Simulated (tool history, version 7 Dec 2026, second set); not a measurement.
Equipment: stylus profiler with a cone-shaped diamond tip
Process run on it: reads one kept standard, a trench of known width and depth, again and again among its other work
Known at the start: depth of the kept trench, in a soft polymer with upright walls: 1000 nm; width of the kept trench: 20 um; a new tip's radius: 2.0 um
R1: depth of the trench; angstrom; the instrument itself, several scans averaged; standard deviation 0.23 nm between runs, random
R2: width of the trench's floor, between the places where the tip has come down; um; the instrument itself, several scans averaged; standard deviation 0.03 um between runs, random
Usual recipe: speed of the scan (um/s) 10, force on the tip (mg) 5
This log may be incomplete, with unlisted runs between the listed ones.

{"run": 1, "hour": 0.0, "speed of the scan (um/s)": 10, "force on the tip (mg)": 5, "R1": 10149.3, "R2": 16.4}
{"run": 2, "hour": 62.7, "speed of the scan (um/s)": 10, "force on the tip (mg)": 5, "R1": 10149.8, "R2": 16.26}
{"run": 3, "hour": 107.5, "speed of the scan (um/s)": 18, "force on the tip (mg)": 5, "R1": 10148.8, "R2": 16.31}
{"run": 4, "hour": 159.6, "speed of the scan (um/s)": 18, "force on the tip (mg)": 5, "R1": 10144.6, "R2": 16.19}
{"run": 5, "hour": 214.0, "speed of the scan (um/s)": 10, "force on the tip (mg)": 5, "R1": 10147.9, "R2": 16.17}
{"run": 6, "hour": 285.7, "speed of the scan (um/s)": 10, "force on the tip (mg)": 5, "R1": 10146.4, "R2": 16.18}
{"run": 7, "hour": 353.5, "speed of the scan (um/s)": 10, "force on the tip (mg)": 5, "R1": 10139.5, "R2": 16.16}
{"run": 8, "hour": 394.6, "speed of the scan (um/s)": 10, "force on the tip (mg)": 5, "R1": 10140.5, "R2": 16.15}
{"run": 9, "hour": 454.1, "speed of the scan (um/s)": 10, "force on the tip (mg)": 7.71, "R1": 10196.1, "R2": 16.1}
{"run": 10, "hour": 506.1, "speed of the scan (um/s)": 10, "force on the tip (mg)": 7.71, "R1": 10192.5, "R2": 16.16}
{"run": 11, "hour": 554.9, "speed of the scan (um/s)": 10, "force on the tip (mg)": 2.44, "R1": 10070.6, "R2": 16.06}
{"run": 12, "hour": 625.9, "speed of the scan (um/s)": 10, "force on the tip (mg)": 2.44, "R1": 10070.2, "R2": 15.97}
{"run": 13, "hour": 676.3, "speed of the scan (um/s)": 10, "force on the tip (mg)": 7.9, "R1": 10191.1, "R2": 15.97}
{"run": 14, "hour": 739.4, "speed of the scan (um/s)": 10, "force on the tip (mg)": 7.9, "R1": 10187.9, "R2": 15.95}
{"run": 15, "hour": 775.0, "speed of the scan (um/s)": 10, "force on the tip (mg)": 7.9, "R1": 10188.4, "R2": 15.91}
{"run": 16, "hour": 815.2, "speed of the scan (um/s)": 5, "force on the tip (mg)": 6.31, "R1": 10155.3, "R2": 15.88}
{"run": 17, "hour": 867.4, "speed of the scan (um/s)": 7, "force on the tip (mg)": 1.68, "R1": 10036, "R2": 15.85}
{"run": 18, "hour": 916.1, "speed of the scan (um/s)": 7, "force on the tip (mg)": 1.68, "R1": 10035, "R2": 15.82}
{"run": 19, "hour": 957.9, "speed of the scan (um/s)": 7, "force on the tip (mg)": 1.68, "R1": 10028.7, "R2": 15.78}

The next listed run, before its measurement:
{"run": 20, "hour": 989.4, "speed of the scan (um/s)": 7, "force on the tip (mg)": 1.68, "R1": "?", "R2": "?"}

R1: 10028.7 angstrom
R2: 15.83 um
Minus the tool's unlogged condition, the same run would have read R1 10081.4 angstrom, R2 16.54 um.
